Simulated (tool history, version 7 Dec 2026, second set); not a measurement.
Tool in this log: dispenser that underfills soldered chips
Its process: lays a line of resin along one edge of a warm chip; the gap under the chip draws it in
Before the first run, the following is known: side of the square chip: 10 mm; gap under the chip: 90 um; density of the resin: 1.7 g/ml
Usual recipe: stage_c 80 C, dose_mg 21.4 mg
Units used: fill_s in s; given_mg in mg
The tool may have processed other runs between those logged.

run 1 hour=0.0 | stage_c=80 dose_mg=21.4 | fill_s=24.8 given_mg=21.00
run 2 hour=5.6 | stage_c=80 dose_mg=21.4 | fill_s=33.6 given_mg=20.96
-- hour=8.0 new syringe of resin
run 3 hour=11.6 | stage_c=80 dose_mg=21.4 | fill_s=28.0 given_mg=20.84
-- hour=17.3 new syringe of resin
run 4 hour=17.8 | stage_c=80 dose_mg=20.8 | fill_s=24.6 given_mg=20.25
run 5 hour=22.0 | stage_c=74 dose_mg=21.4 | fill_s=38.0 given_mg=20.59
-- hour=27.0 new syringe of resin
run 6 hour=27.0 | stage_c=86 dose_mg=21.4 | fill_s=17.9 given_mg=20.72
run 7 hour=30.9 | stage_c=80 dose_mg=23.4 | fill_s=27.1 given_mg=22.57
run 8 hour=34.4 | stage_c=91 dose_mg=21.4 | fill_s=22.4 given_mg=20.41
-- hour=36.9 new syringe of resin
run 9 hour=38.0 | stage_c=91 dose_mg=21.4 | fill_s=15.7 given_mg=20.76
run 10 hour=45.3 | stage_c=91 dose_mg=20.1 | fill_s=23.7 given_mg=19.07
-- hour=46.4 new syringe of resin
run 11 hour=53.1 | stage_c=91 dose_mg=20.1 | fill_s=22.5 given_mg=19.18
-- hour=56.2 new syringe of resin
run 12 hour=60.4 | stage_c=78 dose_mg=21.4 | fill_s=31.9 given_mg=20.26
run 13 hour=65.2 | stage_c=88 dose_mg=20.1 | fill_s=28.9 given_mg=18.92
-- hour=66.0 new syringe of resin
run 14 hour=69.8 | stage_c=71 dose_mg=22.5 | fill_s=42.0 given_mg=21.26
-- hour=75.4 new syringe of resin
run 15 hour=76.1 | stage_c=84 dose_mg=26.4 | fill_s=20.2 given_mg=24.72
run 16 hour=80.1 | stage_c=81 dose_mg=22.5 | fill_s=29.0 given_mg=21.13
run 17 hour=84.2 | stage_c=73 dose_mg=27.5 | fill_s=48.0 given_mg=25.76
-- hour=85.1 new syringe of resin
run 18 hour=87.8 | stage_c=73 dose_mg=27.5 | fill_s=35.6 given_mg=25.73
-- hour=94.8 new syringe of resin
run 19 hour=95.0 | stage_c=74 dose_mg=25.4 | fill_s=29.5 given_mg=23.63
run 20 hour=100.7 | stage_c=66 dose_mg=22.6 | fill_s=56.5 given_mg=21.00
-- hour=104.4 new syringe of resin
run 21 hour=106.3 | stage_c=83 dose_mg=19.1 | fill_s=24.5 given_mg=17.54
run 22 hour=111.8 | stage_c=87 dose_mg=20.7 | fill_s=27.5 given_mg=19.04

Difference, measured minus no-hidden-state, one row per run. Run-to-run variation is common to both terms; the gauge's own scatter need not be:
Hidden state at play: resin's viscosity, % of fresh resin's; dose that the valve gives, % of what is set; true chip temperature over the reading, C; drift of the gauge itself on fill_s, %; drift of the gauge itself on given_mg, %.
run=1 fill_s=+2.6 given_mg=-0.40
run=2 fill_s=+11.6 given_mg=-0.48
run=3 fill_s=+5.6 given_mg=-0.55
run=4 fill_s=+1.4 given_mg=-0.60
run=5 fill_s=+9.4 given_mg=-0.67
run=6 fill_s=+0.3 given_mg=-0.73
run=7 fill_s=+5.7 given_mg=-0.85
run=8 fill_s=+7.6 given_mg=-0.82
run=9 fill_s=+1.3 given_mg=-0.87
run=10 fill_s=+9.4 given_mg=-0.90
run=11 fill_s=+7.7 given_mg=-0.98
run=12 fill_s=+7.4 given_mg=-1.14
run=13 fill_s=+11.7 given_mg=-1.13
run=14 fill_s=+9.5 given_mg=-1.33
run=15 fill_s=+1.3 given_mg=-1.64
run=16 fill_s=+7.3 given_mg=-1.45
run=17 fill_s=+19.2 given_mg=-1.84
run=18 fill_s=+6.7 given_mg=-1.90
run=19 fill_s=+1.3 given_mg=-1.86
run=20 fill_s=+17.3 given_mg=-1.73
run=21 fill_s=+3.7 given_mg=-1.50
run=22 fill_s=+10.0 given_mg=-1.70
